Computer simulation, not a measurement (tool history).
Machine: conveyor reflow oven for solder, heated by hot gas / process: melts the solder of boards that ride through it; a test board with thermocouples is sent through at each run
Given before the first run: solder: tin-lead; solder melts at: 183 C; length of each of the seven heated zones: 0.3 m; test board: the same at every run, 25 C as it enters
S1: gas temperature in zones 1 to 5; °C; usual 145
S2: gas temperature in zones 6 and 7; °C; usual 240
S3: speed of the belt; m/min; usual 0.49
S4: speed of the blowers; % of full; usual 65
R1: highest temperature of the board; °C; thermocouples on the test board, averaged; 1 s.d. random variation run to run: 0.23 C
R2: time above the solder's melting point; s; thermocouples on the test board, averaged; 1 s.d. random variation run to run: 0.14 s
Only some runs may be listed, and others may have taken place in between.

{"run": 1, "day": 0.0, "S1": 145, "S2": 240, "S3": 0.49, "S4": 65, "R1": 220.7, "R2": 60}
{"run": 2, "day": 1.033, "S1": 145, "S2": 240, "S3": 0.49, "S4": 60, "R1": 219.2, "R2": 58.8}
{"run": 3, "day": 2.604, "S1": 145, "S2": 240, "S3": 0.49, "S4": 60, "R1": 219, "R2": 58.8}
{"day": 3.908, "done": "flux residue cleaned out of gas plates and filters"}
{"run": 4, "day": 4.075, "S1": 145, "S2": 240, "S3": 0.49, "S4": 60, "R1": 218.6, "R2": 58.4}
{"run": 5, "day": 5.6, "S1": 145, "S2": 240, "S3": 0.49, "S4": 60, "R1": 218.4, "R2": 58.1}
{"run": 6, "day": 6.938, "S1": 145, "S2": 240, "S3": 0.49, "S4": 60, "R1": 218.5, "R2": 57.9}
{"day": 8.504, "done": "flux residue cleaned out of gas plates and filters, once more"}
{"run": 7, "day": 8.542, "S1": 145, "S2": 240, "S3": 0.49, "S4": 60, "R1": 219.8, "R2": 59.3}
{"run": 8, "day": 9.579, "S1": 145, "S2": 240, "S3": 0.49, "S4": 60, "R1": 219.4, "R2": 59.4}
{"run": 9, "day": 10.75, "S1": 145, "S2": 240, "S3": 0.49, "S4": 74, "R1": 223.5, "R2": 62.3}
{"run": 10, "day": 11.65, "S1": 145, "S2": 228, "S3": 0.49, "S4": 65, "R1": 210.6, "R2": 52.3}
{"run": 11, "day": 12.729, "S1": 145, "S2": 228, "S3": 0.49, "S4": 65, "R1": 210.4, "R2": 52.3}
{"run": 12, "day": 14.338, "S1": 145, "S2": 240, "S3": 0.489, "S4": 65, "R1": 220.8, "R2": 60.4}
{"run": 13, "day": 15.362, "S1": 145, "S2": 240, "S3": 0.489, "S4": 65, "R1": 220.4, "R2": 60.1}
{"run": 14, "day": 16.558, "S1": 151, "S2": 230, "S3": 0.538, "S4": 50, "R1": 205.7, "R2": 43.4}
{"run": 15, "day": 17.242, "S1": 151, "S2": 230, "S3": 0.538, "S4": 83, "R1": 214.3, "R2": 52.9}
{"run": 16, "day": 18.1, "S1": 151, "S2": 230, "S3": 0.538, "S4": 83, "R1": 213.6, "R2": 52.8}
{"run": 17, "day": 19.633, "S1": 151, "S2": 230, "S3": 0.538, "S4": 83, "R1": 213.4, "R2": 52.9}
{"run": 18, "day": 20.383, "S1": 153, "S2": 242, "S3": 0.46, "S4": 62, "R1": 224.1, "R2": 70.2}
{"day": 20.662, "done": "flux residue cleaned out of gas plates and filters"}
{"run": 19, "day": 22.262, "S1": 153, "S2": 242, "S3": 0.46, "S4": 62, "R1": 224.8, "R2": 70.6}
{"run": 20, "day": 23.358, "S1": 153, "S2": 242, "S3": 0.46, "S4": 62, "R1": 224.4, "R2": 70.7}
{"run": 21, "day": 24.771, "S1": 153, "S2": 239, "S3": 0.46, "S4": 62, "R1": 221.8, "R2": 68.9}
{"run": 22, "day": 26.167, "S1": 150, "S2": 240, "S3": 0.49, "S4": 65, "R1": 221.2, "R2": 62.4}
{"run": 23, "day": 27.008, "S1": 150, "S2": 240, "S3": 0.49, "S4": 65, "R1": 220.9, "R2": 62.5}
{"day": 27.575, "done": "thermocouples of zones 6 and 7 changed"}
{"run": 24, "day": 28.279, "S1": 149, "S2": 254, "S3": 0.448, "S4": 52, "R1": 234.1, "R2": 76.5}
{"run": 25, "day": 29.371, "S1": 145, "S2": 240, "S3": 0.49, "S4": 67, "R1": 222.7, "R2": 62}

Below are 5 alternative next runs, each starting from the tool's condition after run 25. Predict each:
{"run": "A", "day": 30.742, "S1": 158, "S2": 238, "S3": 0.49, "S4": 76, "R1": "?", "R2": "?"}
{"run": "B", "day": 30.742, "S1": 145, "S2": 235, "S3": 0.416, "S4": 67, "R1": "?", "R2": "?"}
{"run": "C", "day": 30.742, "S1": 145, "S2": 240, "S3": 0.49, "S4": 58, "R1": "?", "R2": "?"}
{"run": "D", "day": 30.742, "S1": 142, "S2": 240, "S3": 0.556, "S4": 69, "R1": "?", "R2": "?"}
{"run": "E", "day": 30.742, "S1": 150, "S2": 229, "S3": 0.49, "S4": 65, "R1": "?", "R2": "?"}

run=A R1=224.9 R2=69.1
run=B R1=222.6 R2=73.9
run=C R1=219.6 R2=59.6
run=D R1=217.6 R2=50.1
run=E R1=213.5 R2=57.3
Stripped of hidden state, with their random variation kept, the same runs would have yielded:
run=A R1=225.6 R2=68.5
run=B R1=223.2 R2=73.4
run=C R1=220.2 R2=59.3
run=D R1=218.4 R2=50
run=E R1=214.1 R2=57.2
